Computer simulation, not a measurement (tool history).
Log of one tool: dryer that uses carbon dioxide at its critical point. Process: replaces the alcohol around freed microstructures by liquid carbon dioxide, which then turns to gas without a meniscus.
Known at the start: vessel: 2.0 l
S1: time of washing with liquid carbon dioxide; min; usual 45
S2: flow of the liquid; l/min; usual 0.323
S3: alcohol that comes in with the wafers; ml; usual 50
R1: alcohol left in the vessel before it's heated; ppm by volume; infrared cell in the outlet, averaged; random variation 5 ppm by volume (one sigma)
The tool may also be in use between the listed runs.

{"run": 1, "hour": 0.0, "S1": 45, "S2": 0.323, "S3": 50, "R1": 38}
{"run": 2, "hour": 13.3, "S1": 45, "S2": 0.323, "S3": 50, "R1": 46}
{"run": 3, "hour": 23.6, "S1": 45, "S2": 0.357, "S3": 50, "R1": 36}
{"run": 4, "hour": 35.9, "S1": 45, "S2": 0.357, "S3": 50, "R1": 32}
{"run": 5, "hour": 46.1, "S1": 45, "S2": 0.357, "S3": 50, "R1": 36}
{"run": 6, "hour": 57.0, "S1": 45, "S2": 0.357, "S3": 50, "R1": 22}
{"run": 7, "hour": 64.8, "S1": 42, "S2": 0.323, "S3": 50, "R1": 71}
{"run": 8, "hour": 75.2, "S1": 42, "S2": 0.323, "S3": 50, "R1": 71}
{"run": 9, "hour": 87.2, "S1": 45, "S2": 0.357, "S3": 50, "R1": 35}
{"run": 10, "hour": 100.0, "S1": 45, "S2": 0.357, "S3": 50, "R1": 30}
{"run": 11, "hour": 109.0, "S1": 45, "S2": 0.357, "S3": 50, "R1": 34}
{"run": 12, "hour": 115.8, "S1": 45, "S2": 0.357, "S3": 50, "R1": 36}
{"run": 13, "hour": 122.1, "S1": 45, "S2": 0.357, "S3": 28, "R1": 30}
{"run": 14, "hour": 133.0, "S1": 35, "S2": 0.223, "S3": 73, "R1": 984}
{"run": 15, "hour": 143.0, "S1": 35, "S2": 0.195, "S3": 73, "R1": 1554}
{"run": 16, "hour": 150.4, "S1": 64, "S2": 0.458, "S3": 46, "R1": 18}
{"run": 17, "hour": 163.0, "S1": 32, "S2": 0.212, "S3": 43, "R1": 990}
{"run": 18, "hour": 173.1, "S1": 32, "S2": 0.247, "S3": 32, "R1": 461}
{"hour": 178.9, "done": "inlet filter changed"}
{"run": 19, "hour": 185.3, "S1": 45, "S2": 0.356, "S3": 50, "R1": 35}
{"run": 20, "hour": 196.9, "S1": 49, "S2": 0.263, "S3": 47, "R1": 77}
{"run": 21, "hour": 205.0, "S1": 60, "S2": 0.274, "S3": 104, "R1": 54}

Run 22 comes next. What will it give?
{"run": 22, "hour": 212.9, "S1": 51, "S2": 0.323, "S3": 50, "R1": "?"}

R1: 39 ppm by volume
Without the tool's hidden state the same run would have given R1 17 ppm by volume.
